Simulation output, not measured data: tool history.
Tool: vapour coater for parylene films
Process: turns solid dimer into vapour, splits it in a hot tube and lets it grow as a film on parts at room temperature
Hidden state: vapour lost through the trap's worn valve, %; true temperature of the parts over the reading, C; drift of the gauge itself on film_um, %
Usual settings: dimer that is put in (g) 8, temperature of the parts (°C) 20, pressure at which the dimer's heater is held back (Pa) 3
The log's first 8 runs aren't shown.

run   hour  dimer that is put in (g)  temperature of the parts (°C)  pressure at which the dimer's heater is held back (Pa)  hours of work since the trap's valve was overhauled  hours of work since the table's thermometer was calibrated  thickness of the film (um)
  9  230.3                         8                             20                                                       3                                                  200                                                         284                        4.97
 10  251.7                         8                             20                                                       3                                                  212                                                         296                        4.95
 11  273.6                         8                             20                                                       3                                                  224                                                         308                        4.93
 12  310.1                         8                             20                                                       3                                                  244                                                         328                         4.9
 13  332.5                         8                             20                                                       3                                                  256                                                         340                        4.93
 14  367.6                         8                             20                                                       3                                                  275                                                         359                        4.91
 15  399.1                         8                             20                                                     6.6                                                  292                                                         376                        4.17
 16  429.4                         8                             20                                                     6.6                                                  309                                                         393                        4.17
 17  471.7                         8                             20                                                     6.6                                                  332                                                         416                        4.13
 18  497.3                         8                             20                                                     6.6                                                  346                                                         430                        4.07
 19  515.7                         7                             20                                                     6.6                                                  356                                                         440                        3.54
 20  534.4                         7                             20                                                     6.6                                                  366                                                         450                        3.58
 21  557.9                         7                             20                                                     6.6                                                  379                                                         463                        3.57
 22  598.2                         5                             17                                                       3                                                  401                                                         485                        3.14
 23  620.9                         5                             17                                                       3                                                  414                                                         497                        3.11
 24    660                         8                             14                                                    7.69                                                  435                                                         519                        4.32
     666.2  -- trap's valve overhauled
 25  705.5                         5                             31                                                    2.06                                                   21                                                         542                        2.46
     749.1  -- trap's valve overhauled, once more
 26  750.4                         5                             31                                                    2.06                                                    1                                                         564                        2.87
 27  774.9                         5                             31                                                    2.06                                                   14                                                         577                        2.84
 28  815.7                         6                             19                                                    7.84                                                   36                                                         600                        3.32
 29  842.8                         6                             31                                                    7.84                                                   51                                                         614                        2.67

Forecast run 30:
 30  861.6                         6                             20                                                    6.79                                                   61                                                         625                           ?

Run 30 gave thickness of the film (um) 3.3.
Without the tool's hidden state the same run would have given thickness of the film (um) 3.33.
